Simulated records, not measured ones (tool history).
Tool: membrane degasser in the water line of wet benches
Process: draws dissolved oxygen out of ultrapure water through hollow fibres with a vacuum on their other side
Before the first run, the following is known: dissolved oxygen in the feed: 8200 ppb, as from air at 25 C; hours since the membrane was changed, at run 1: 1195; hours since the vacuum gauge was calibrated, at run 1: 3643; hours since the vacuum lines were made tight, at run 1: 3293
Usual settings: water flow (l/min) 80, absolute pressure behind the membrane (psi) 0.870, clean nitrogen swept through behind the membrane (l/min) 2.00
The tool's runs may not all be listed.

run      day  water flow (l/min)  absolute pressure behind the membrane (psi)  clean nitrogen swept through behind the membrane (l/min)  hours since the membrane was changed  hours since the vacuum gauge was calibrated  hours since the vacuum lines were made tight  dissolved oxygen in the water behind the degasser (ppb)  pressure that the water loses in the fibres (psi)
  1    0.000                  80                                        0.870                                                      2.00                                  1195                                         3643                                          3293                                                    230.9                                              9.251
  2    6.692                  80                                        0.870                                                      2.00                                  1356                                         3803                                          3454                                                    234.7                                              9.235
  3   16.700                  55                                        0.870                                                      2.00                                  1596                                         4044                                          3694                                                    170.4                                              6.356
  4   21.825                  55                                        0.870                                                      2.00                                  1719                                         4167                                          3817                                                    171.3                                              6.347
      25.121  -- vacuum gauge calibrated
  5   30.183                  55                                        0.870                                                      2.00                                  1919                                          122                                          4017                                                    164.7                                              6.398
  6   35.967                  55                                        0.870                                                      2.00                                  2058                                          260                                          4156                                                    165.9                                              6.401
  7   46.162                  55                                        0.870                                                      2.00                                  2303                                          505                                          4401                                                    166.8                                              6.412
  8   50.733                  80                                        2.016                                                      2.00                                  2412                                          615                                          4510                                                    797.7                                              9.295
  9   56.967                  80                                        2.016                                                      2.00                                  2562                                          764                                          4660                                                    796.6                                              9.322
 10   65.654                  80                                        2.016                                                      2.00                                  2770                                          973                                          4868                                                    805.0                                              9.345
 11   75.658                  80                                        2.016                                                      2.00                                  3010                                         1213                                          5108                                                    798.6                                              9.398
 12   84.833                  80                                        0.631                                                      2.00                                  3231                                         1433                                          5329                                                    104.6                                              9.390
 13   93.108                  80                                        0.631                                                      2.00                                  3429                                         1632                                          5527                                                    105.6                                              9.371
 14   97.550                 105                                        1.487                                                      4.52                                  3536                                         1738                                          5634                                                    369.9                                             12.372
 15  105.071                 105                                        1.487                                                      4.52                                  3716                                         1919                                          5814                                                    367.5                                             12.238
 16  114.162                 105                                        1.487                                                      4.52                                  3935                                         2137                                          6033                                                    370.4                                             12.362
 17  120.096                  72                                        1.487                                                      1.25                                  4077                                         2279                                          6175                                                    710.2                                              8.454

Predict the results of run 18:
 18  125.762                  72                                        1.487                                                      1.25                                  4213                                         2415                                          6311                                                        ?                                                  ?

{"run 18": {"dissolved oxygen in the water behind the degasser (ppb)": 716.4, "pressure that the water loses in the fibres (psi)": 8.469}}
With the hidden condition absent and the run-to-run variation left alone, this run would have shown dissolved oxygen in the water behind the degasser (ppb) 707.1, pressure that the water loses in the fibres (psi) 8.216.
